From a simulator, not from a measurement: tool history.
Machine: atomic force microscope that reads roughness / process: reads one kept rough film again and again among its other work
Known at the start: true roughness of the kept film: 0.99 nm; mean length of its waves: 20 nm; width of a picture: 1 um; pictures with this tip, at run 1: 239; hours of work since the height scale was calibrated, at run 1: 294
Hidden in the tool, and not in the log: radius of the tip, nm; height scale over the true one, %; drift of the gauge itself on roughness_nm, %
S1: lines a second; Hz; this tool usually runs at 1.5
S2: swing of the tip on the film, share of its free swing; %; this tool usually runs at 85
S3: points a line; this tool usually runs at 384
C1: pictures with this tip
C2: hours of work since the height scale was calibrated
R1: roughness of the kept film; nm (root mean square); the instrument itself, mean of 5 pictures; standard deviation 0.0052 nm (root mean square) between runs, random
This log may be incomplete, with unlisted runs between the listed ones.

run   hour    S1  S2   S3   C1   C2     R1
  1      0   1.5  85  384  239  294  0.647
       4.2  -- new tip fitted
  2   20.6   1.5  85  384   19  305  0.803
  3   39.6   1.5  85  603   40  315  0.799
  4   52.3   1.5  60  603   54  322  0.824
  5   74.5   1.5  58  384   79  334  0.798
  6   85.9   1.5  85  384   92  340  0.749
  7  105.6   1.5  85  384  114  351  0.731
  8  128.6   1.5  85  384  140  364  0.719
  9  143.1   1.5  82  384  156  372  0.715
 10  162.9   1.5  82  384  179  382    0.7
 11  175.9   1.5  82  384  193  389  0.692
 12  195.3   1.5  85  384  215  400  0.678
 13  212.9  3.42  89  972  235  410  0.589
     221.6  -- new tip fitted
 14  235.5  3.42  59  507   16  422  0.835
 15  259.4  3.42  59  507   42  435  0.807
 16  269.8  0.57  72  384   54  441  0.832
 17  285.8  0.57  72  384   72  449  0.802
 18  308.1  0.57  72  384   97  461  0.796
 19    323  1.52  85  417  114  470  0.734

The next listed run, before its measurement:
 20  342.4  1.5  74  384  136  480   ?

{"run 20": {"R1": 0.739}}
If the tool had no hidden condition, the same run with the same run-to-run variation would have returned R1 0.849 nm (root mean square).
